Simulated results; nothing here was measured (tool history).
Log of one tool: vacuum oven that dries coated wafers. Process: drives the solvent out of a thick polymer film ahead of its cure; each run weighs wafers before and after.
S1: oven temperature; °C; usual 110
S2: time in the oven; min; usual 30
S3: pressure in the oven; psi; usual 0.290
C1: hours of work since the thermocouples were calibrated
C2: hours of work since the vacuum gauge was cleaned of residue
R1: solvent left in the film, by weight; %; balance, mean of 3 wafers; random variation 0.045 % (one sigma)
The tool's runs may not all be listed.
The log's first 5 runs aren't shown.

run    hour   S1  S2     S3   C1    C2    R1
  6   496.6  123  30  0.290  212  1116  0.77
  7   585.6   97  30  0.290  250  1154  5.51
  8   662.9   97  30  0.290  283  1187  5.61
  9   761.2   97  30  0.290  325  1229  5.58
 10   863.7   97  30  0.290  369  1273  5.59
 11   952.0  110  30  0.593  406  1310  3.06
 12  1033.3  110  30  0.593  441  1345  2.92
 13  1162.7  110  30  0.290  496  1400  2.09
 14  1217.5  110  33  0.290  520  1424  2.03
 15  1345.8  110  33  0.290  574  1478  1.94
 16  1464.6  110  33  0.290  625  1529  1.90
     1476.9  -- vacuum gauge cleaned of residue and calibrated
 17  1549.7  110  30  0.290  661    31  2.12
 18  1646.4  110  30  0.290  702    72  2.19
     1658.6  -- vacuum gauge cleaned of residue and calibrated, once more
 19  1723.1  110  30  0.290  734    28  1.86
 20  1851.5  114  18  0.290  789    82  2.64
 21  1906.2  114  18  0.146  812   106  2.41
 22  2022.1   99  22  0.146  862   155  5.38
 23  2104.4  110  30  0.670  897   190  2.85

The next listed run, before its measurement:
 24  2161.1  106  24  0.177  921  214   ?

R1: 3.16 %
Without the tool's hidden state the same run would have given R1 3.46 %.
